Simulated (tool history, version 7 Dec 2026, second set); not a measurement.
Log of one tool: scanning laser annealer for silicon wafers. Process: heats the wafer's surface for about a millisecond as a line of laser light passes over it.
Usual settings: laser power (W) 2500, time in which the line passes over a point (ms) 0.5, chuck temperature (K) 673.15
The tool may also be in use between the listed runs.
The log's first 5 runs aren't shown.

| run | hour | laser power (W) | time in which the line passes over a point (ms) | chuck temperature (K) | highest temperature of the surface (K) |
|---|---|---|---|---|---|
| 6 | 205.8 | 2500 | 0.5 | 691.15 | 1469.15 |
| 7 | 273 | 2500 | 0.5 | 691.15 | 1470.15 |
|  | 281 | window over the wafer cleaned |
| 8 | 303.7 | 2500 | 0.586 | 673.15 | 1514.15 |
| 9 | 359.7 | 2500 | 0.586 | 673.15 | 1510.15 |
| 10 | 406.8 | 2500 | 0.586 | 673.15 | 1513.15 |
| 11 | 445.8 | 2500 | 0.586 | 673.15 | 1509.15 |
| 12 | 477.9 | 2500 | 0.355 | 673.15 | 1339.15 |
| 13 | 513 | 2383 | 0.5 | 673.15 | 1412.15 |
| 14 | 549.2 | 2383 | 0.5 | 673.15 | 1416.15 |
| 15 | 615.4 | 2383 | 0.5 | 673.15 | 1414.15 |
| 16 | 649.4 | 2383 | 0.5 | 673.15 | 1414.15 |
| 17 | 704.1 | 2383 | 0.5 | 673.15 | 1413.15 |
| 18 | 759.3 | 2383 | 0.5 | 673.15 | 1414.15 |
| 19 | 819.1 | 2657 | 0.573 | 709.15 | 1594.15 |
| 20 | 856.8 | 2276 | 0.543 | 670.15 | 1403.15 |
| 21 | 900.9 | 2276 | 0.543 | 670.15 | 1405.15 |
| 22 | 959.8 | 2276 | 0.543 | 670.15 | 1408.15 |
| 23 | 998.5 | 2684 | 0.543 | 710.15 | 1585.15 |
| 24 | 1062.8 | 2684 | 0.574 | 710.15 | 1603.15 |
| 25 | 1096.3 | 2684 | 0.574 | 710.15 | 1602.15 |
| 26 | 1135.3 | 2519 | 0.574 | 710.15 | 1549.15 |
| 27 | 1170.8 | 2519 | 0.574 | 710.15 | 1544.15 |
| 28 | 1201.3 | 2519 | 0.574 | 710.15 | 1549.15 |
| 29 | 1242.3 | 2519 | 0.508 | 702.15 | 1491.15 |
| 30 | 1289.5 | 2500 | 0.5 | 642.15 | 1421.15 |

Forecast each of these 3 alternatives for the next run:
|  | 1298.3 | optics aligned, line set to its width |
| A | 1348.4 | 2500 | 0.5 | 649.15 | ? |
|  | 1298.3 | optics aligned, line set to its width |
| B | 1348.4 | 2674 | 0.448 | 673.15 | ? |
|  | 1298.3 | optics aligned, line set to its width |
| C | 1348.4 | 2500 | 0.533 | 640.15 | ? |

| run | highest temperature of the surface (K) |
|---|---|
| A | 1430.15 |
| B | 1466.15 |
| C | 1441.15 |
Without the tool's hidden state the same runs would have given:
| run | highest temperature of the surface (K) |
|---|---|
| A | 1430.15 |
| B | 1466.15 |
| C | 1441.15 |

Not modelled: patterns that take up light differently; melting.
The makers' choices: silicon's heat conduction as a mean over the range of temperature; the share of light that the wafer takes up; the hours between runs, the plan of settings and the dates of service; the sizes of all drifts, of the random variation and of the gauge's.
